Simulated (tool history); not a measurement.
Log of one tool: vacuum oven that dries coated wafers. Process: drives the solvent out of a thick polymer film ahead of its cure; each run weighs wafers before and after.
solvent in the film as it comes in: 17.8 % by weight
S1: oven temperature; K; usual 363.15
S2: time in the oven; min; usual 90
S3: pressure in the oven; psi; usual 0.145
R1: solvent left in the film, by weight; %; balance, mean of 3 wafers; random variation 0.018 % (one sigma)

{"run": 1, "hour": 0.0, "S1": 363.15, "S2": 90, "S3": 0.145, "R1": 1.42}
{"run": 2, "hour": 66.4, "S1": 363.15, "S2": 69, "S3": 0.145, "R1": 2.24}
{"run": 3, "hour": 158.3, "S1": 363.15, "S2": 90, "S3": 0.145, "R1": 1.43}
{"run": 4, "hour": 255.3, "S1": 363.15, "S2": 97, "S3": 0.145, "R1": 1.24}
{"run": 5, "hour": 316.4, "S1": 363.15, "S2": 97, "S3": 0.145, "R1": 1.27}
{"run": 6, "hour": 383.0, "S1": 363.15, "S2": 97, "S3": 0.145, "R1": 1.27}
{"run": 7, "hour": 460.5, "S1": 363.15, "S2": 97, "S3": 0.145, "R1": 1.27}
{"run": 8, "hour": 563.7, "S1": 363.15, "S2": 97, "S3": 0.145, "R1": 1.27}
{"run": 9, "hour": 638.2, "S1": 355.15, "S2": 90, "S3": 0.145, "R1": 3.12}
{"run": 10, "hour": 711.2, "S1": 355.15, "S2": 90, "S3": 0.145, "R1": 3.12}
{"run": 11, "hour": 802.5, "S1": 355.15, "S2": 90, "S3": 0.145, "R1": 3.09}
{"run": 12, "hour": 879.9, "S1": 362.15, "S2": 90, "S3": 0.145, "R1": 1.64}
{"run": 13, "hour": 945.1, "S1": 363.15, "S2": 90, "S3": 0.138, "R1": 1.47}
{"run": 14, "hour": 1033.4, "S1": 363.15, "S2": 90, "S3": 0.138, "R1": 1.48}
{"hour": 1046.0, "done": "oven's thermocouples calibrated"}
{"run": 15, "hour": 1087.4, "S1": 363.15, "S2": 90, "S3": 0.145, "R1": 1.52}
{"run": 16, "hour": 1208.1, "S1": 363.15, "S2": 90, "S3": 0.145, "R1": 1.53}
{"run": 17, "hour": 1267.5, "S1": 363.15, "S2": 135, "S3": 0.145, "R1": 0.83}
{"run": 18, "hour": 1331.2, "S1": 363.15, "S2": 90, "S3": 0.145, "R1": 1.55}
{"run": 19, "hour": 1414.4, "S1": 363.15, "S2": 55, "S3": 0.145, "R1": 3.33}
{"run": 20, "hour": 1484.2, "S1": 363.15, "S2": 90, "S3": 0.145, "R1": 1.57}
{"run": 21, "hour": 1594.5, "S1": 363.15, "S2": 90, "S3": 0.145, "R1": 1.54}
{"run": 22, "hour": 1649.8, "S1": 363.15, "S2": 90, "S3": 0.145, "R1": 1.55}
{"run": 23, "hour": 1706.3, "S1": 363.15, "S2": 90, "S3": 0.145, "R1": 1.58}
{"hour": 1772.9, "done": "oven's thermocouples calibrated, once more"}
{"run": 24, "hour": 1793.3, "S1": 363.15, "S2": 90, "S3": 0.145, "R1": 1.39}
{"run": 25, "hour": 1873.5, "S1": 363.15, "S2": 90, "S3": 0.145, "R1": 1.43}
{"hour": 1927.8, "done": "vacuum gauge cleaned of residue and calibrated"}
{"run": 26, "hour": 1965.1, "S1": 363.15, "S2": 46, "S3": 0.558, "R1": 4.72}
{"run": 27, "hour": 2035.4, "S1": 368.15, "S2": 46, "S3": 0.175, "R1": 2.63}
{"run": 28, "hour": 2085.3, "S1": 368.15, "S2": 46, "S3": 0.175, "R1": 2.62}
{"run": 29, "hour": 2195.0, "S1": 368.15, "S2": 46, "S3": 0.175, "R1": 2.64}
{"run": 30, "hour": 2302.2, "S1": 368.15, "S2": 46, "S3": 0.175, "R1": 2.68}
{"run": 31, "hour": 2385.0, "S1": 368.15, "S2": 90, "S3": 0.203, "R1": 0.84}
{"run": 32, "hour": 2493.7, "S1": 366.15, "S2": 138, "S3": 0.203, "R1": 0.62}
{"run": 33, "hour": 2569.2, "S1": 373.15, "S2": 138, "S3": 0.141, "R1": 0.28}
{"run": 34, "hour": 2671.9, "S1": 371.15, "S2": 97, "S3": 0.247, "R1": 0.67}
{"run": 35, "hour": 2758.4, "S1": 371.15, "S2": 97, "S3": 0.247, "R1": 0.69}
{"run": 36, "hour": 2814.3, "S1": 371.15, "S2": 49, "S3": 0.425, "R1": 2.31}
{"run": 37, "hour": 2920.5, "S1": 371.15, "S2": 49, "S3": 0.535, "R1": 2.57}
{"run": 38, "hour": 3040.4, "S1": 350.15, "S2": 110, "S3": 0.342, "R1": 4.14}
{"run": 39, "hour": 3106.2, "S1": 371.15, "S2": 54, "S3": 0.133, "R1": 1.5}
{"run": 40, "hour": 3213.1, "S1": 353.15, "S2": 161, "S3": 0.342, "R1": 2.21}
{"run": 41, "hour": 3319.3, "S1": 353.15, "S2": 161, "S3": 0.342, "R1": 2.21}
{"run": 42, "hour": 3436.2, "S1": 353.15, "S2": 161, "S3": 0.342, "R1": 2.26}
{"run": 43, "hour": 3519.4, "S1": 371.15, "S2": 90, "S3": 0.347, "R1": 0.96}
{"run": 44, "hour": 3586.6, "S1": 378.15, "S2": 90, "S3": 0.151, "R1": 0.34}
{"run": 45, "hour": 3646.8, "S1": 363.15, "S2": 80, "S3": 0.151, "R1": 1.72}
{"run": 46, "hour": 3709.1, "S1": 355.15, "S2": 127, "S3": 0.151, "R1": 1.76}
{"hour": 3755.8, "done": "oven's thermocouples calibrated"}
{"run": 47, "hour": 3788.2, "S1": 371.15, "S2": 90, "S3": 0.145, "R1": 0.58}
{"run": 48, "hour": 3902.2, "S1": 371.15, "S2": 94, "S3": 0.11, "R1": 0.49}

Forecast each of these 3 alternatives for the next run:
{"run": "A", "hour": 3957.2, "S1": 356.15, "S2": 111, "S3": 0.145, "R1": "?"}
{"run": "B", "hour": 3957.2, "S1": 376.15, "S2": 78, "S3": 0.074, "R1": "?"}
{"run": "C", "hour": 3957.2, "S1": 365.15, "S2": 67, "S3": 0.186, "R1": "?"}

run=A R1=2.03
run=B R1=0.31
run=C R1=2.04
Without the tool's hidden state the same runs would have given:
run=A R1=1.87
run=B R1=0.26
run=C R1=1.91

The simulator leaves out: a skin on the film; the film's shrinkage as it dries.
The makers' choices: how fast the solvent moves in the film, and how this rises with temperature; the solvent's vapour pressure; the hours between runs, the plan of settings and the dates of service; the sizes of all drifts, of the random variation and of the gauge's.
